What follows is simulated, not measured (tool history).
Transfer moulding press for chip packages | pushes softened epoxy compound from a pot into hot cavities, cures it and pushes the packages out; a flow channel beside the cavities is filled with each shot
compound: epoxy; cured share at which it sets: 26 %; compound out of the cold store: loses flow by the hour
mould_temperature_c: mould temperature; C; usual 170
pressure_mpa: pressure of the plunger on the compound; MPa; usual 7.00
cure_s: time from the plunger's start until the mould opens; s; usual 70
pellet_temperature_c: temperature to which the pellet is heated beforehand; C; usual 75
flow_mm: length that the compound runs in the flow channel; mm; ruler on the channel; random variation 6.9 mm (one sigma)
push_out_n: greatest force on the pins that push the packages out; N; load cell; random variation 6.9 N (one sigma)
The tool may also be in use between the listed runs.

run,day,mould_temperature_c,pressure_mpa,cure_s,pellet_temperature_c,incoming compound's hours out of the cold store,flow_mm,push_out_n
1,0.000,170,7.00,70,75,47.3,646,280
2,1.671,170,7.00,70,83,44.2,650,278
# day 2.483: cavities cleaned with cleaning compound and waxed
3,3.508,176,7.00,70,83,27.9,704,255
# day 4.162: plunger's sealing rings changed
# day 5.050: cavities cleaned with cleaning compound and waxed
4,6.454,176,7.00,70,83,15.6,768,253
# day 7.475: cavities cleaned with cleaning compound and waxed
5,9.371,176,7.00,70,83,32.8,688,248
# day 9.904: cavities cleaned with cleaning compound and waxed
# day 12.404: cavities cleaned with cleaning compound and waxed
6,12.517,176,7.00,70,83,14.6,768,258
# day 14.738: cavities cleaned with cleaning compound and waxed
7,14.933,176,7.00,70,83,17.3,752,259
# day 16.104: plunger's sealing rings changed
# day 17.225: cavities cleaned with cleaning compound and waxed
8,17.992,176,6.20,70,83,22.4,688,264
# day 19.671: cavities cleaned with cleaning compound and waxed
9,20.708,170,7.00,70,75,30.9,699,288
# day 21.942: cavities cleaned with cleaning compound and waxed
# day 22.500: mould's thermocouples calibrated
10,22.875,170,7.00,70,75,22.6,756,277
# day 24.367: cavities cleaned with cleaning compound and waxed
11,26.350,170,7.00,70,75,37.4,670,271
# day 26.746: cavities cleaned with cleaning compound and waxed
# day 28.129: plunger's sealing rings changed
# day 29.317: cavities cleaned with cleaning compound and waxed
12,29.608,170,7.00,70,75,25.8,743,290
13,31.421,170,8.29,70,75,37.5,735,277

Run 14 comes next. What will it give?
# day 31.808: cavities cleaned with cleaning compound and waxed
# day 34.108: cavities cleaned with cleaning compound and waxed
14,34.996,170,8.20,70,75,9.6,?,?

{"run 14": {"flow_mm": 870, "push_out_n": 293}}
Without the tool's hidden state the same run would have given flow_mm 871 mm, push_out_n 291 N.
